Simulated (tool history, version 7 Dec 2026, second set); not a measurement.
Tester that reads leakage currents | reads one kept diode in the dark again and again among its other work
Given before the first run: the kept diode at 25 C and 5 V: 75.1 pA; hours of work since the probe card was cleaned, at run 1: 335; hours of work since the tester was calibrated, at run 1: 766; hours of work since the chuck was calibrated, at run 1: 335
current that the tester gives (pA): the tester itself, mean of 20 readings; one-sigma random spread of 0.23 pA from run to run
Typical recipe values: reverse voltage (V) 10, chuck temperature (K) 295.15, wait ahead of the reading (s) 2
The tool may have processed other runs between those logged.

run    hour  reverse voltage (V)  chuck temperature (K)  wait ahead of the reading (s)  hours of work since the probe card was cleaned  hours of work since the tester was calibrated  hours of work since the chuck was calibrated  current that the tester gives (pA)
  1       0                   10                 295.15                              2                                             335                                            766                                           335                               76.06
  2   111.2                   10                 295.15                              2                                             418                                            850                                           418                               77.62
  3   185.8                   10                 295.15                              2                                             474                                            906                                           474                               77.56
  4     360                   10                 295.15                              2                                             605                                           1037                                           605                               78.98
  5   486.4                   10                 295.15                              2                                             700                                           1132                                           700                               80.02
      501.9  -- chuck's temperature calibrated
  6   599.3                   10                 295.15                           0.91                                             784                                           1215                                            73                               84.04
  7   693.8                   10                 295.15                           0.91                                             855                                           1286                                           144                               84.91
  8   780.3                   10                 295.15                           0.91                                             920                                           1351                                           209                               85.74
  9   939.8                   10                 330.15                              2                                            1040                                           1471                                           329                             1273.17
 10  1033.9                   10                 330.15                              2                                            1110                                           1542                                           400                             1287.03
     1088.7  -- chuck's temperature calibrated, once more
 11  1137.4                 13.8                 307.15                           4.71                                            1187                                           1618                                            37                              233.72
 12  1232.2                 15.5                 331.15                           6.01                                            1258                                           1690                                           108                             1468.04
 13  1356.3                  3.5                 310.15                              2                                            1351                                           1783                                           201                              185.94
 14  1457.4                  3.5                 310.15                              2                                            1427                                           1859                                           277                              187.15
 15  1574.6                  3.5                 310.15                              2                                            1515                                           1947                                           365                              189.06
 16  1714.1                  3.5                 310.15                              2                                            1620                                           2052                                           470                              190.06
 17  1881.8                  3.5                 332.15                           1.04                                            1746                                           2178                                           596                              988.78
 18  2055.6                  3.5                 332.15                           1.04                                            1877                                           2309                                           727                                 998

Branching from run 18: 4 alternative next runs. What would each branch give?
     2110.6  -- probe card cleaned and baked
  A  2153.9                  4.5                 320.15                           0.39                                              32                                           2380                                           799                                   ?
     2110.6  -- probe card cleaned and baked
  B  2153.9                   10                 326.15                              2                                              32                                           2380                                           799                                   ?
     2110.6  -- probe card cleaned and baked
  C  2153.9                 16.8                 321.15                           2.13                                              32                                           2380                                           799                                   ?
     2110.6  -- probe card cleaned and baked
  D  2153.9                   10                 320.15                           3.45                                              32                                           2380                                           799                                   ?

run  current that the tester gives (pA)
  A                              453.65
  B                              921.95
  C                              760.97
  D                              594.53
Stripped of hidden state, with their random variation kept, the same runs would have yielded:
run  current that the tester gives (pA)
  A                              431.94
  B                              879.52
  C                              724.58
  D                              565.93

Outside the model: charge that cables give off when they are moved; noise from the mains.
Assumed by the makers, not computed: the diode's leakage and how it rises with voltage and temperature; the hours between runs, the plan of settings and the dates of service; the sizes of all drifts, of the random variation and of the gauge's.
